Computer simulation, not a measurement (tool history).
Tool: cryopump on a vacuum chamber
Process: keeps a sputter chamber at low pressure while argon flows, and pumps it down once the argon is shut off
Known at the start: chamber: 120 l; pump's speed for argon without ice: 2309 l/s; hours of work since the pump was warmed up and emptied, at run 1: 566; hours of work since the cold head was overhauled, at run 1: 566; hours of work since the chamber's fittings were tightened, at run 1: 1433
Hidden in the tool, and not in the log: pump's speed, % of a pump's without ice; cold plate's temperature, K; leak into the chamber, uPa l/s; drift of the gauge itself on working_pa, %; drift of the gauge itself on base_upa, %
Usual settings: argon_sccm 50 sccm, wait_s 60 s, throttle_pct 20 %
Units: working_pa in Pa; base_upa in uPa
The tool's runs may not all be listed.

| run | hour | argon_sccm | wait_s | throttle_pct | hours of work since the pump was warmed up and emptied | hours of work since the cold head was overhauled | hours of work since the chamber's fittings were tightened | working_pa | base_upa |
|---|---|---|---|---|---|---|---|---|---|
| 1 | 0 | 50 | 60 | 20 | 566 | 566 | 1433 | 0.1934 | 1.67 |
| 2 | 50.6 | 50 | 60 | 20 | 602 | 602 | 1469 | 0.1936 | 1.71 |
| 3 | 103.2 | 90 | 60 | 20 | 640 | 640 | 1507 | 0.3496 | 1.68 |
| 4 | 130.4 | 90 | 60 | 20 | 660 | 660 | 1526 | 0.3485 | 1.71 |
| 5 | 165.5 | 50 | 60 | 40 | 685 | 685 | 1551 | 0.1026 | 1.69 |
| 6 | 201.1 | 50 | 60 | 40 | 711 | 711 | 1577 | 0.1038 | 1.73 |
| 7 | 243.2 | 50 | 60 | 40 | 741 | 741 | 1607 | 0.1049 | 1.79 |
| 8 | 285.1 | 51 | 60 | 20 | 771 | 771 | 1638 | 0.2006 | 1.84 |
| 9 | 325.7 | 50 | 60 | 52 | 800 | 800 | 1667 | 0.0848 | 1.83 |
| 10 | 361.1 | 50 | 60 | 52 | 826 | 826 | 1692 | 0.0854 | 1.85 |
| 11 | 414.3 | 50 | 60 | 52 | 864 | 864 | 1730 | 0.0855 | 1.85 |
| 12 | 440.4 | 50 | 60 | 20 | 883 | 883 | 1749 | 0.1992 | 1.93 |
| 13 | 488 | 50 | 60 | 20 | 917 | 917 | 1783 | 0.2011 | 1.92 |
| 14 | 536.8 | 50 | 60 | 20 | 952 | 952 | 1818 | 0.2021 | 1.93 |
|  | 578.9 | pump warmed up, emptied and cooled again |
| 15 | 585 | 29 | 251 | 17 | 4 | 983 | 1850 | 0.1266 | 0.9 |
| 16 | 619.9 | 83 | 105 | 20 | 29 | 1008 | 1875 | 0.3053 | 1.21 |
| 17 | 648.7 | 50 | 49 | 16 | 50 | 1029 | 1895 | 0.2308 | 1.92 |
| 18 | 675.5 | 50 | 49 | 16 | 69 | 1048 | 1915 | 0.2298 | 1.9 |
| 19 | 717.8 | 50 | 49 | 16 | 100 | 1079 | 1945 | 0.2303 | 1.92 |
| 20 | 750.2 | 34 | 230 | 20 | 123 | 1102 | 1968 | 0.1265 | 0.99 |
| 21 | 781.7 | 34 | 230 | 20 | 146 | 1125 | 1991 | 0.1266 | 0.99 |
|  | 796.3 | leaking fittings of the chamber tightened, without venting |
| 22 | 829.9 | 34 | 21 | 20 | 179 | 1158 | 24 | 0.1256 | 2.95 |
| 23 | 866 | 50 | 39 | 43 | 205 | 1184 | 50 | 0.0884 | 1.74 |
| 24 | 919.4 | 22 | 109 | 46 | 243 | 1222 | 88 | 0.0367 | 0.75 |
| 25 | 949.4 | 31 | 60 | 55 | 265 | 1244 | 110 | 0.0444 | 1.2 |
| 26 | 986.8 | 41 | 290 | 20 | 292 | 1271 | 137 | 0.1535 | 0.44 |
| 27 | 1017.7 | 50 | 35 | 29 | 314 | 1293 | 159 | 0.131 | 1.87 |

Forecast each of these 5 alternatives for the next run:
| A | 1056.1 | 50 | 51 | 20 | 342 | 1320 | 187 | ? | ? |
| B | 1056.1 | 62 | 41 | 18 | 342 | 1320 | 187 | ? | ? |
| C | 1056.1 | 50 | 35 | 20 | 342 | 1320 | 187 | ? | ? |
| D | 1056.1 | 50 | 48 | 18 | 342 | 1320 | 187 | ? | ? |
| E | 1056.1 | 23 | 60 | 20 | 342 | 1320 | 187 | ? | ? |

| run | working_pa | base_upa |
|---|---|---|
| A | 0.1888 | 1.41 |
| B | 0.2599 | 1.68 |
| C | 0.1882 | 2.03 |
| D | 0.211 | 1.5 |
| E | 0.086 | 1.21 |
Without the tool's hidden state the same runs would have given:
| run | working_pa | base_upa |
|---|---|---|
| A | 0.1834 | 1.29 |
| B | 0.2532 | 1.56 |
| C | 0.1827 | 1.91 |
| D | 0.2056 | 1.39 |
| E | 0.0835 | 1.1 |

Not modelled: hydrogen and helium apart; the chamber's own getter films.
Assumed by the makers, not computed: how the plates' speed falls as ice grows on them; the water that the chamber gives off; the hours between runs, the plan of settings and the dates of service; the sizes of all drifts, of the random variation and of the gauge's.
